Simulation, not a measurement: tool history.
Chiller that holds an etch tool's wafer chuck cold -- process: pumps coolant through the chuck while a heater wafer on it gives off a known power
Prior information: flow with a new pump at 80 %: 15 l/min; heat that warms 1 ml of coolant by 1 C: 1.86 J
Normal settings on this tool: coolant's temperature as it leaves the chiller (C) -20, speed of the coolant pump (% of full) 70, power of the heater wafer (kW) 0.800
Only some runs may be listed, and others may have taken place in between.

| run | hour | coolant's temperature as it leaves the chiller (C) | speed of the coolant pump (% of full) | power of the heater wafer (kW) | chuck's temperature once it has settled (C) | how much warmer the coolant comes back (C) |
|---|---|---|---|---|---|---|
| 1 | 0.0 | -20 | 70 | 0.800 | -10.0 | 2.10 |
| 2 | 88.9 | -20 | 70 | 0.620 | -12.4 | 1.54 |
|  | 110.7 | coolant changed, channels flushed |
| 3 | 178.3 | -20 | 70 | 0.620 | -13.3 | 1.56 |
| 4 | 232.7 | -20 | 70 | 0.620 | -13.3 | 1.62 |
| 5 | 304.9 | -20 | 70 | 0.620 | -13.3 | 1.56 |
| 6 | 383.2 | -20 | 70 | 0.620 | -13.3 | 1.63 |
| 7 | 427.7 | -20 | 96 | 0.800 | -12.7 | 1.43 |
| 8 | 476.1 | -20 | 96 | 0.800 | -12.8 | 1.48 |
| 9 | 526.6 | -20 | 96 | 0.800 | -12.7 | 1.43 |
| 10 | 598.8 | -20 | 96 | 0.800 | -12.8 | 1.48 |
| 11 | 645.4 | -20 | 70 | 0.800 | -11.3 | 2.07 |
| 12 | 724.2 | -20 | 70 | 0.800 | -11.2 | 2.03 |
|  | 731.6 | chiller's thermometer calibrated |
| 13 | 765.3 | -20 | 70 | 0.800 | -11.2 | 2.12 |
| 14 | 829.4 | -20 | 79 | 0.800 | -11.8 | 1.83 |
| 15 | 903.8 | -20 | 79 | 0.800 | -11.8 | 1.82 |
| 16 | 991.8 | -20 | 83 | 0.800 | -12.1 | 1.70 |
|  | 1018.1 | chiller's thermometer calibrated, once more |
| 17 | 1050.7 | -23 | 65 | 1.147 | -9.5 | 3.17 |
| 18 | 1102.5 | -20 | 65 | 1.022 | -7.9 | 2.85 |
| 19 | 1164.9 | -20 | 65 | 0.790 | -10.6 | 2.25 |
| 20 | 1207.2 | -20 | 65 | 0.790 | -10.7 | 2.16 |
| 21 | 1256.8 | -24 | 95 | 0.790 | -16.5 | 1.46 |
| 22 | 1327.0 | -24 | 95 | 0.790 | -16.5 | 1.48 |
| 23 | 1375.6 | -18 | 70 | 0.800 | -9.1 | 2.06 |
| 24 | 1447.9 | -20 | 80 | 0.436 | -15.5 | 0.99 |
| 25 | 1514.6 | -24 | 67 | 0.482 | -18.3 | 1.29 |
| 26 | 1571.6 | -24 | 67 | 0.482 | -18.4 | 1.26 |
| 27 | 1638.5 | -24 | 61 | 0.482 | -18.0 | 1.44 |
| 28 | 1713.2 | -20 | 66 | 0.661 | -12.3 | 1.82 |
| 29 | 1764.2 | -20 | 66 | 0.661 | -12.2 | 1.83 |
| 30 | 1843.4 | -14 | 77 | 0.402 | -9.6 | 0.94 |
| 31 | 1929.0 | -14 | 77 | 0.402 | -9.6 | 0.90 |

A few steps of chuck's temperature once it has settled (C) between consecutive runs. Split each: what settings, incoming material and random variation would produce without the hidden state, and what is left over for the hidden state, along with gauge scatter present in only one of the two compared results (measured, and without hidden state):
Hidden state at play: heat passed by the chuck's channels, % of clean ones'; flow at a given pump speed, % of a new pump's; coolant's true temperature over the reading, C; drift of the gauge itself on chuck_c, C; drift of the gauge itself on warmer_back_c, C.
Run 1 -> 2: power of the heater wafer (kW) 0.800 -> 0.620. chuck's temperature once it has settled (C) -2.4: hidden state -0.3, all else -2.1.
Run 2 -> 3: coolant changed, channels flushed. chuck's temperature once it has settled (C) -0.9: hidden state -0.9, all else +0.0.
Run 16 -> 17: coolant's temperature as it leaves the chiller (C) -20 -> -23, speed of the coolant pump (% of full) 83 -> 65, power of the heater wafer (kW) 0.800 -> 1.147, chiller's thermometer calibrated, once more. chuck's temperature once it has settled (C) +2.6: hidden state +0.5, all else +2.1.
Run 20 -> 21: coolant's temperature as it leaves the chiller (C) -20 -> -24, speed of the coolant pump (% of full) 65 -> 95. chuck's temperature once it has settled (C) -5.8: hidden state -0.1, all else -5.7.
Run 22 -> 23: coolant's temperature as it leaves the chiller (C) -24 -> -18, speed of the coolant pump (% of full) 95 -> 70, power of the heater wafer (kW) 0.790 -> 0.800. chuck's temperature once it has settled (C) +7.4: hidden state +0.0, all else +7.4.
Run 23 -> 24: coolant's temperature as it leaves the chiller (C) -18 -> -20, speed of the coolant pump (% of full) 70 -> 80, power of the heater wafer (kW) 0.800 -> 0.436. chuck's temperature once it has settled (C) -6.4: hidden state -0.1, all else -6.3.

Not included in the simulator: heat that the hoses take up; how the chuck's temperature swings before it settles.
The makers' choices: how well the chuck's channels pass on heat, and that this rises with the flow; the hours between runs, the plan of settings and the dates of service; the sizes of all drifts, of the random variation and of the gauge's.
